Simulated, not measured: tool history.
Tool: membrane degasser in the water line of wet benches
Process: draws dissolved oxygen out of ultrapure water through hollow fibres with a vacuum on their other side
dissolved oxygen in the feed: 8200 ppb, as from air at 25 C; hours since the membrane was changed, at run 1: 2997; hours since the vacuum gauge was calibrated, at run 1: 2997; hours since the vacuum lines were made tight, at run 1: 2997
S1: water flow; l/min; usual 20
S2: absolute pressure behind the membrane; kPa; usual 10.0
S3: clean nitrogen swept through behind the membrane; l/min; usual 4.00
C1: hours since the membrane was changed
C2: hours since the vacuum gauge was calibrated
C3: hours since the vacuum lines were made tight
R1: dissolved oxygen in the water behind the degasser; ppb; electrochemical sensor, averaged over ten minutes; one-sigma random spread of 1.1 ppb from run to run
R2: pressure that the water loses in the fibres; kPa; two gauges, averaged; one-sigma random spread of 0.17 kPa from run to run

run	hour	S1	S2	S3	C1	C2	C3	R1	R2
1	0.0	20	10.0	4.00	2997	2997	2997	108.9	30.42
2	200.2	20	10.0	4.00	3197	3197	3197	109.2	30.21
3	371.3	20	10.0	4.00	3368	3368	3368	109.5	30.73
4	663.8	20	24.2	4.00	3660	3660	3660	281.1	30.84
# hour 882.2: vacuum gauge calibrated
# hour 910.9: seals of the vacuum lines changed
5	969.4	20	10.0	5.00	3964	85	58	89.3	30.82
6	1245.8	20	10.0	7.43	4240	362	335	70.6	30.60
7	1420.2	20	10.0	7.43	4414	536	509	71.4	31.26
8	1698.9	20	10.0	7.43	4693	815	788	73.3	30.83
9	1928.4	20	10.0	7.43	4923	1044	1018	72.8	31.29
10	2114.8	20	15.0	4.00	5109	1231	1204	167.7	31.84
11	2278.5	20	10.0	4.00	5273	1394	1368	108.4	31.51
12	2472.5	20	10.0	4.00	5467	1588	1562	109.7	31.52
13	2642.8	20	8.0	4.00	5637	1759	1732	88.1	31.21
14	2916.8	20	8.0	4.00	5911	2033	2006	86.9	31.66
15	3180.9	20	6.3	4.00	6175	2297	2270	68.3	32.26
16	3502.2	20	6.3	4.00	6496	2618	2591	70.1	31.79
17	3649.1	19	6.3	4.00	6643	2765	2738	64.3	30.31

Estimate the outcome of run 18 from the log above:
18	3921.5	15	6.3	7.98	6916	3037	3011	?	?

{"run 18": {"R1": 31.7, "R2": 23.99}}
If the tool had no hidden condition, the same run with the same run-to-run variation would have returned R1 23.9 ppb, R2 22.01 kPa.
